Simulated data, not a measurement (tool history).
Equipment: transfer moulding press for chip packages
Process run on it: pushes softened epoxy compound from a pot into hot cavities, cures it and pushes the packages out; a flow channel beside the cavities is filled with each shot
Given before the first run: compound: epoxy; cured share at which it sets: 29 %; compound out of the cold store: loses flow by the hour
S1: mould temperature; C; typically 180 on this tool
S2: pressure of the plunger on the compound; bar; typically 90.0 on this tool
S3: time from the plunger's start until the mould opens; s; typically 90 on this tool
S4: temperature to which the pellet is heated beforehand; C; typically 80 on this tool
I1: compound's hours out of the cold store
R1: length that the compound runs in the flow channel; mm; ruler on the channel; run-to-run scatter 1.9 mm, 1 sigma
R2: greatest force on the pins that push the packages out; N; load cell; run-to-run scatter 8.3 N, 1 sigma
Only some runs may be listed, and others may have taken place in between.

{"run": 1, "hour": 0.0, "S1": 180, "S2": 90.0, "S3": 90, "S4": 80, "I1": 44.4, "R1": 818, "R2": 427}
{"hour": 19.2, "done": "cavities cleaned with cleaning compound and waxed"}
{"hour": 34.8, "done": "plunger's sealing rings changed"}
{"run": 2, "hour": 55.2, "S1": 180, "S2": 90.0, "S3": 90, "S4": 80, "I1": 24.7, "R1": 940, "R2": 450}
{"hour": 68.2, "done": "cavities cleaned with cleaning compound and waxed"}
{"run": 3, "hour": 87.0, "S1": 180, "S2": 90.0, "S3": 124, "S4": 80, "I1": 41.7, "R1": 850, "R2": 365}
{"hour": 113.7, "done": "cavities cleaned with cleaning compound and waxed"}
{"run": 4, "hour": 140.2, "S1": 180, "S2": 90.0, "S3": 124, "S4": 80, "I1": 14.0, "R1": 988, "R2": 396}
{"hour": 160.2, "done": "cavities cleaned with cleaning compound and waxed"}
{"hour": 206.7, "done": "cavities cleaned with cleaning compound and waxed"}
{"run": 5, "hour": 209.5, "S1": 180, "S2": 90.0, "S3": 124, "S4": 80, "I1": 21.7, "R1": 935, "R2": 355}
{"hour": 252.5, "done": "cavities cleaned with cleaning compound and waxed"}
{"run": 6, "hour": 271.5, "S1": 180, "S2": 90.0, "S3": 90, "S4": 80, "I1": 48.0, "R1": 803, "R2": 435}
{"hour": 288.5, "done": "plunger's sealing rings changed"}
{"hour": 300.8, "done": "cavities cleaned with cleaning compound and waxed"}
{"run": 7, "hour": 323.0, "S1": 180, "S2": 90.0, "S3": 90, "S4": 80, "I1": 8.6, "R1": 1031, "R2": 445}
{"hour": 348.6, "done": "cavities cleaned with cleaning compound and waxed"}
{"run": 8, "hour": 372.0, "S1": 180, "S2": 90.0, "S3": 112, "S4": 76, "I1": 18.2, "R1": 965, "R2": 427}
{"hour": 395.8, "done": "cavities cleaned with cleaning compound and waxed"}
{"run": 9, "hour": 427.3, "S1": 180, "S2": 90.0, "S3": 76, "S4": 80, "I1": 43.6, "R1": 831, "R2": 521}
{"hour": 441.2, "done": "mould's thermocouples calibrated"}
{"hour": 442.7, "done": "cavities cleaned with cleaning compound and waxed"}
{"hour": 487.8, "done": "cavities cleaned with cleaning compound and waxed"}
{"run": 10, "hour": 496.5, "S1": 179, "S2": 90.0, "S3": 91, "S4": 80, "I1": 32.6, "R1": 879, "R2": 405}

Run 11 comes next. What will it give?
{"hour": 535.4, "done": "cavities cleaned with cleaning compound and waxed"}
{"hour": 542.1, "done": "plunger's sealing rings changed"}
{"run": 11, "hour": 554.5, "S1": 179, "S2": 74.5, "S3": 91, "S4": 73, "I1": 18.2, "R1": "?", "R2": "?"}

R1: 890 mm
R2: 416 N
On a tool with no hidden condition, and with the same random variation, this run would have come out at R1 892 mm, R2 375 N.

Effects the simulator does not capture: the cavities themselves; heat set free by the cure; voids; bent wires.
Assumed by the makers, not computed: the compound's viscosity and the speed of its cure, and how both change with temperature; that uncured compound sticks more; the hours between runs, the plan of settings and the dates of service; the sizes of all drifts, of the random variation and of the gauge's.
